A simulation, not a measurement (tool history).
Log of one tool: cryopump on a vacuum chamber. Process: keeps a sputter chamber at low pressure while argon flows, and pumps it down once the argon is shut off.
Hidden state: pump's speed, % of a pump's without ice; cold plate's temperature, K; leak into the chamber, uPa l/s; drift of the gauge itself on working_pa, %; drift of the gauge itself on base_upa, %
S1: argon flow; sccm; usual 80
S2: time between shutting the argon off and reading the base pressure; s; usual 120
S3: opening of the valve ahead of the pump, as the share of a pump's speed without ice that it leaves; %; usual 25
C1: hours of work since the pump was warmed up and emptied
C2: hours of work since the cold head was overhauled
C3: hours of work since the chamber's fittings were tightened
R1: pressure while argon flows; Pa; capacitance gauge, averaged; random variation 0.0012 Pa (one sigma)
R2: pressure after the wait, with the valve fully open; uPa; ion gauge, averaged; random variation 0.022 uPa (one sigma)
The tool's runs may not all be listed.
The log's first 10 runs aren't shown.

Run 11, hour 165.6: usual settings but S3 48 %; C1 413; C2 413; C3 632. Result: R1 0.1447 Pa, R2 1.56 uPa.
Run 12, hour 189.1: usual settings but S3 48 %; C1 432; C2 432; C3 651. Result: R1 0.1448 Pa, R2 1.57 uPa.
Run 13, hour 207.5: usual settings; C1 447; C2 447; C3 666. Result: R1 0.2724 Pa, R2 1.61 uPa.
Run 14, hour 220.1: usual settings; C1 457; C2 457; C3 676. Result: R1 0.2727 Pa, R2 1.61 uPa.
Run 15, hour 233.9: usual settings but S3 16 %; C1 468; C2 468; C3 688. Result: R1 0.4192 Pa, R2 1.66 uPa.
Run 16, hour 247.0: usual settings but S2 25 s; C1 479; C2 479; C3 698. Result: R1 0.2716 Pa, R2 3.43 uPa.
Run 17, hour 260.2: usual settings but S2 25 s; C1 489; C2 489; C3 709. Result: R1 0.2727 Pa, R2 3.57 uPa.
Run 18, hour 274.6: usual settings but S2 25 s; C1 501; C2 501; C3 721. Result: R1 0.2711 Pa, R2 3.53 uPa.
Run 19, hour 286.3: usual settings but S2 25 s; C1 511; C2 511; C3 730. Result: R1 0.2719 Pa, R2 3.50 uPa.
Run 20, hour 310.7: usual settings but S1 84 sccm, S2 83 s; C1 530; C2 530; C3 750. Result: R1 0.2872 Pa, R2 1.94 uPa.
Run 21, hour 331.4: usual settings but S1 75 sccm, S2 191 s; C1 547; C2 547; C3 767. Result: R1 0.2542 Pa, R2 1.56 uPa.
Run 22, hour 354.0: usual settings but S1 75 sccm, S2 191 s; C1 566; C2 566; C3 785. Result: R1 0.2571 Pa, R2 1.64 uPa.
Run 23, hour 369.2: usual settings but S1 65 sccm, S2 140 s, S3 21 %; C1 578; C2 578; C3 797. Result: R1 0.2637 Pa, R2 1.79 uPa.
Run 24, hour 394.1: usual settings but S1 87 sccm, S2 187 s, S3 49 %; C1 598; C2 598; C3 817. Result: R1 0.1576 Pa, R2 1.66 uPa.
Run 25, hour 406.0: usual settings but S1 47 sccm, S2 54 s, S3 49 %; C1 608; C2 608; C3 827. Result: R1 0.0861 Pa, R2 2.40 uPa.
Run 26, hour 430.5: usual settings but S1 47 sccm, S2 54 s, S3 49 %; C1 627; C2 627; C3 847. Result: R1 0.0852 Pa, R2 2.44 uPa.
Run 27, hour 441.9: usual settings but S2 48 s, S3 16 %; C1 637; C2 637; C3 856. Result: R1 0.4224 Pa, R2 2.75 uPa.
Run 28, hour 458.1: usual settings but S2 48 s, S3 16 %; C1 650; C2 650; C3 869. Result: R1 0.4233 Pa, R2 2.64 uPa.
Run 29, hour 481.8: usual settings but S2 48 s, S3 16 %; C1 669; C2 669; C3 888. Result: R1 0.4224 Pa, R2 2.74 uPa.
Run 30, hour 493.3: usual settings but S1 138 sccm, S2 48 s, S3 46 %; C1 678; C2 678; C3 898. Result: R1 0.2694 Pa, R2 2.68 uPa.
Run 31, hour 503.6: usual settings but S1 58 sccm, S2 48 s, S3 17 %; C1 687; C2 687; C3 906. Result: R1 0.2895 Pa, R2 2.68 uPa.
Run 32, hour 521.0: usual settings but S1 58 sccm, S2 48 s, S3 17 %; C1 701; C2 701; C3 920. Result: R1 0.2891 Pa, R2 2.78 uPa.
Run 33, hour 536.9: usual settings but S1 58 sccm, S2 48 s, S3 17 %; C1 714; C2 714; C3 933. Result: R1 0.2893 Pa, R2 2.70 uPa.
Run 34, hour 560.6: usual settings but S1 58 sccm, S2 48 s, S3 17 %; C1 733; C2 733; C3 952. Result: R1 0.2917 Pa, R2 2.71 uPa.

4 ways to go on from here, each from the tool as it stands after run 34. What would each give?
Run A, hour 585.6: usual settings but S1 34 sccm, S2 48 s, S3 28 %; C1 753; C2 753; C3 973. Result: R1 ?, R2 ?.
Run B, hour 585.6: usual settings but S1 33 sccm, S2 48 s, S3 16 %; C1 753; C2 753; C3 973. Result: R1 ?, R2 ?.
Run C, hour 585.6: usual settings but S2 46 s, S3 31 %; C1 753; C2 753; C3 973. Result: R1 ?, R2 ?.
Run D, hour 585.6: usual settings but S1 60 sccm, S2 22 s, S3 43 %; C1 753; C2 753; C3 973. Result: R1 ?, R2 ?.

run      R1    R2
  A  0.1062  2.77
  B  0.1752  2.88
  C  0.2280  2.98
  D  0.1243  4.35
Without the tool's hidden state the same runs would have given:
run      R1    R2
  A  0.1002  1.31
  B  0.1694  1.37
  C  0.2139  1.45
  D  0.1138  2.83
